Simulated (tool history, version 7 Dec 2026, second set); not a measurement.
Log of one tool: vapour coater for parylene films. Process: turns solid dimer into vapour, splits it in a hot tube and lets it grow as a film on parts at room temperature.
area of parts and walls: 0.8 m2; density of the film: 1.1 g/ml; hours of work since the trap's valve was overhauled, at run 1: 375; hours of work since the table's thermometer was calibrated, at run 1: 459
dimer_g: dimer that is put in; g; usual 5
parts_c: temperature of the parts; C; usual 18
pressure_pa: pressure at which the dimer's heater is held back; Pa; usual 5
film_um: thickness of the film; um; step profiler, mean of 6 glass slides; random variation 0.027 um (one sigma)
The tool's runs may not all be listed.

run,day,dimer_g,parts_c,pressure_pa,hours of work since the trap's valve was overhauled,hours of work since the table's thermometer was calibrated,film_um
1,0,5,18,5,375,459,3.93
2,1.479,5,18,5,404,487,3.95
3,2.85,5,19,5,430,513,3.73
4,4.438,5,18,5,460,544,3.88
# day 5.417: trap's valve overhauled
5,7.675,5,18,5,43,602,4.05
6,10.521,5,18,5,98,657,4.06
7,12.988,5,18,5,145,704,4.01
8,15.642,5,18,5.71,195,755,3.82
9,17.729,5,18,5.71,235,795,3.85
10,19.171,4,18,5,263,822,3.15
11,21.333,5,18,5,304,863,3.92
# day 21.658: table's thermometer calibrated
12,24.617,5,18,5,366,56,3.82
13,27.029,5,18,5,412,103,3.73
14,30.258,6,18,2.83,474,164,5.11
# day 30.596: trap's valve overhauled
15,33,6,18,2.83,46,214,5.33
# day 33.379: table's thermometer calibrated, once more
16,35.25,3,18,5,88,36,2.48
17,37.946,3,10,5,140,87,3.26
18,40.621,3,10,5.17,191,138,3.31
19,42.95,4,12,3.04,235,183,4.35
20,44.292,5,21,9.11,261,209,3.01
21,47.312,5,21,9.11,319,266,3.01
22,50.496,5,21,9.11,380,327,2.98
23,52.042,4,11,9.11,409,357,3.87
24,54.833,4,11,9.11,463,410,3.86

Forecast run 25:
# day 55.879: trap's valve overhauled
25,58.033,4,23,5,41,468,?

film_um: 2.55 um
Without the tool's hidden state the same run would have given film_um 2.62 um.

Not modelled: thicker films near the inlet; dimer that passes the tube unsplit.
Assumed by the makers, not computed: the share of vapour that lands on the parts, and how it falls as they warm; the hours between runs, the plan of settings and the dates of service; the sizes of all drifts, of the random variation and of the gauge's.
